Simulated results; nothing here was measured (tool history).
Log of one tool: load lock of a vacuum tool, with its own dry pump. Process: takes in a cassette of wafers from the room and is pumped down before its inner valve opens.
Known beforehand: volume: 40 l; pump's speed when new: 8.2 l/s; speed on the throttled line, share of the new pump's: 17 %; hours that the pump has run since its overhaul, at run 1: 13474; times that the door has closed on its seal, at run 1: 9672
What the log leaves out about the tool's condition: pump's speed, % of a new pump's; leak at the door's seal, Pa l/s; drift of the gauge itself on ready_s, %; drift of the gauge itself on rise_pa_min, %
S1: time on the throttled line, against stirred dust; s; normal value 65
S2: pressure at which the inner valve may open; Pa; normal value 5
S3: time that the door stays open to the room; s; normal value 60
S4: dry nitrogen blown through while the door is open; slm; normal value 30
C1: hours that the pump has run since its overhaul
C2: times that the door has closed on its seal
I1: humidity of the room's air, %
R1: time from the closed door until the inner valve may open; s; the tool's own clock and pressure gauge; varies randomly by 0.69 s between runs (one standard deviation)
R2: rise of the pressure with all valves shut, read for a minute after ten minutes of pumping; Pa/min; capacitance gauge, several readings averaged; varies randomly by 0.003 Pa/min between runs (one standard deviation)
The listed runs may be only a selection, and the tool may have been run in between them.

run,hour,S1,S2,S3,S4,C1,C2,I1,R1,R2
1,0.0,65,5,60,30,13474,9672,43.6,107.9,0.051
2,93.3,65,5,60,30,13567,9930,42.7,108.5,0.054
3,205.6,65,5,60,30,13680,10241,46.0,108.8,0.053
4,336.6,65,5,60,12,13811,10603,46.5,108.8,0.071
5,448.2,65,5,60,12,13922,10912,49.5,108.2,0.080
6,590.0,65,5,60,12,14064,11304,45.0,108.6,0.073
7,714.7,65,5,60,30,14189,11649,42.5,107.8,0.055
8,877.0,65,5,110,30,14351,12098,41.6,110.3,0.072
9,1056.9,65,5,110,30,14531,12595,43.6,108.9,0.080
10,1230.1,65,5,110,30,14704,13074,44.9,110.4,0.081
11,1372.2,65,5,110,30,14846,13467,47.0,109.1,0.082
12,1552.2,65,6,60,30,15026,13965,43.5,107.7,0.065
13,1671.7,65,6,60,30,15146,14295,43.5,106.7,0.061
14,1818.7,65,5,60,23,15293,14702,43.5,109.5,0.063
15,1973.4,65,5,60,23,15447,15130,45.3,110.2,0.071
16,2057.7,65,5,60,23,15532,15363,46.8,109.4,0.072
17,2197.5,65,5,60,23,15671,15750,42.3,109.7,0.070
18,2294.7,76,5,60,30,15769,16018,42.9,119.2,0.067
19,2402.0,76,5,60,30,15876,16315,42.3,118.6,0.069
20,2567.5,76,5,60,30,16041,16773,46.8,119.0,0.067
21,2702.1,65,7,35,10,16176,17145,42.6,106.9,0.072
22,2886.8,65,4,35,32,16361,17656,46.8,111.9,0.057
23,3007.1,65,5,185,30,16481,17989,45.8,109.2,0.120
24,3175.2,65,5,185,30,16649,18453,44.6,109.8,0.118
25,3352.7,65,5,185,30,16827,18944,41.5,111.1,0.114
26,3448.2,65,5,60,30,16922,19208,49.5,111.9,0.077
27,3592.0,93,5,60,20,17066,19606,48.3,133.0,0.090
28,3700.2,65,9,60,15,17174,19905,43.0,106.7,0.090
29,3822.4,65,5,219,4,17296,20243,44.0,111.0,0.215
30,3936.9,65,7,219,4,17411,20560,45.7,108.0,0.229
31,4016.8,45,5,29,28,17491,20781,45.3,96.5,0.068
32,4203.4,47,5,35,5,17677,21297,46.9,96.1,0.095
33,4370.4,47,5,35,5,17844,21759,42.2,95.1,0.089
34,4481.2,88,5,49,35,17955,22065,44.8,129.3,0.075
35,4644.7,65,5,60,8,18119,22517,48.2,112.2,0.109
36,4823.7,65,5,60,8,18298,23012,43.5,110.8,0.116

Each row is a separate what-if for the run after 36, all from the same tool condition, not one after another. Results?
A,4910.7,57,5,136,12,18385,23253,44.8,?,?
B,4910.7,65,5,60,4,18385,23253,43.7,?,?
C,4910.7,65,6,60,8,18385,23253,40.2,?,?
D,4910.7,91,5,200,29,18385,23253,45.2,?,?
E,4910.7,65,5,40,18,18385,23253,43.0,?,?

run,R1,R2
A,104.9,0.146
B,110.9,0.123
C,110.4,0.105
D,132.3,0.139
E,110.8,0.089
Stripped of hidden state, with their random variation kept, the same runs would have yielded:
run,R1,R2
A,96.1,0.098
B,102.4,0.074
C,102.0,0.057
D,124.8,0.091
E,102.3,0.041

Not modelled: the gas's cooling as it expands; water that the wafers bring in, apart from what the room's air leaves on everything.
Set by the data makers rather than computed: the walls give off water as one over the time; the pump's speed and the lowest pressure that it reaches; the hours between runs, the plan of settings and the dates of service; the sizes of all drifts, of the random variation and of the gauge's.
